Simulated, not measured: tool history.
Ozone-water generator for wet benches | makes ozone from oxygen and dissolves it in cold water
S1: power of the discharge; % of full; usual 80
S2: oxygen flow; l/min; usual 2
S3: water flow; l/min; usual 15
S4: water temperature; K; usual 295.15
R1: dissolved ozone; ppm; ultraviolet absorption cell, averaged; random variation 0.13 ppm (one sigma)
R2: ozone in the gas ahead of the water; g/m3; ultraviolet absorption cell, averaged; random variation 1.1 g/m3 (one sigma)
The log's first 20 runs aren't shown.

run,hour,S1,S2,S3,S4,R1,R2
21,2363.2,80,2,17,299.15,11.6,199.1
22,2463.6,80,2.39,17,299.15,11.9,185.4
23,2557.2,71,3.04,17,298.15,11.7,154.1
# hour 2596.7: water thermometer calibrated
24,2689.9,71,3.04,17,298.15,12,154.1
25,2839.8,71,3.04,17,298.15,11.6,154.6
26,2978.9,65,2.86,16,298.15,11.3,147.6
27,3107.4,83,1,16,298.15,9.9,266.2
28,3249.4,57,3.04,18,301.15,9,130.1
29,3341.5,80,2,19,295.15,11,199.6
30,3461.2,80,2,19,295.15,10.8,199
31,3574.1,91,2,19,295.15,11.7,220.8
32,3674.3,91,2.33,19,295.15,12.2,208.3
33,3784,80,1.33,15,289.15,12.3,235.8

Forecast each of these 4 alternatives for the next run:
A,3927.4,64,2,15,293.15,?,?
B,3927.4,74,2,10,295.15,?,?
C,3927.4,70,2,9,295.15,?,?
D,3927.4,80,1.43,15,299.15,?,?

run,R1,R2
A,11.7,169.1
B,17.7,187.7
C,18.4,180.6
D,11.7,228.6
Without the tool's hidden state the same runs would have given:
run,R1,R2
A,11.7,169.3
B,17.7,187.9
C,18.4,180.8
D,11.7,228.9
